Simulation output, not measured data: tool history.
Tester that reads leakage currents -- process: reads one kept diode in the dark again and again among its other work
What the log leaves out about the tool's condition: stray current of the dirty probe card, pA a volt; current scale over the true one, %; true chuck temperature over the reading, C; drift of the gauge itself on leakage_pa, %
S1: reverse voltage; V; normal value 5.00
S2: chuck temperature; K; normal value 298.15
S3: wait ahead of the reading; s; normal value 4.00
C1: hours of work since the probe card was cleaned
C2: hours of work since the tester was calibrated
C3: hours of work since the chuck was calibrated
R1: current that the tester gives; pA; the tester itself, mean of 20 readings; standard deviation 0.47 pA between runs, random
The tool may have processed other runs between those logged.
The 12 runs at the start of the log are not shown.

{"run": 13, "hour": 409.1, "S1": 5.0, "S2": 298.15, "S3": 4.0, "C1": 1542, "C2": 587, "C3": 1582, "R1": 179.14}
{"run": 14, "hour": 432.9, "S1": 5.0, "S2": 298.15, "S3": 4.0, "C1": 1556, "C2": 600, "C3": 1596, "R1": 179.6}
{"run": 15, "hour": 456.8, "S1": 5.0, "S2": 298.15, "S3": 4.0, "C1": 1569, "C2": 614, "C3": 1609, "R1": 179.7}
{"run": 16, "hour": 500.4, "S1": 5.0, "S2": 298.15, "S3": 4.0, "C1": 1594, "C2": 639, "C3": 1634, "R1": 179.98}
{"run": 17, "hour": 537.6, "S1": 5.0, "S2": 298.15, "S3": 4.0, "C1": 1615, "C2": 660, "C3": 1655, "R1": 179.94}
{"run": 18, "hour": 577.0, "S1": 5.0, "S2": 298.15, "S3": 4.0, "C1": 1637, "C2": 682, "C3": 1677, "R1": 180.0}
{"run": 19, "hour": 599.1, "S1": 5.0, "S2": 298.15, "S3": 4.0, "C1": 1650, "C2": 694, "C3": 1690, "R1": 181.07}
{"hour": 620.5, "done": "chuck's temperature calibrated"}
{"run": 20, "hour": 643.0, "S1": 2.44, "S2": 298.15, "S3": 4.0, "C1": 1674, "C2": 718, "C3": 13, "R1": 127.1}
{"run": 21, "hour": 684.0, "S1": 5.0, "S2": 299.15, "S3": 6.83, "C1": 1697, "C2": 741, "C3": 36, "R1": 171.62}
{"run": 22, "hour": 725.1, "S1": 5.0, "S2": 299.15, "S3": 6.83, "C1": 1720, "C2": 764, "C3": 59, "R1": 172.89}
{"run": 23, "hour": 755.4, "S1": 5.0, "S2": 299.15, "S3": 6.83, "C1": 1737, "C2": 782, "C3": 76, "R1": 172.28}

Estimate the outcome of run 24 from the log above:
{"run": 24, "hour": 800.4, "S1": 16.37, "S2": 298.15, "S3": 4.0, "C1": 1763, "C2": 807, "C3": 102, "R1": "?"}

{"run 24": {"R1": 235.12}}
Had the tool carried no hidden state, the very same run would have given R1 226.62 pA.

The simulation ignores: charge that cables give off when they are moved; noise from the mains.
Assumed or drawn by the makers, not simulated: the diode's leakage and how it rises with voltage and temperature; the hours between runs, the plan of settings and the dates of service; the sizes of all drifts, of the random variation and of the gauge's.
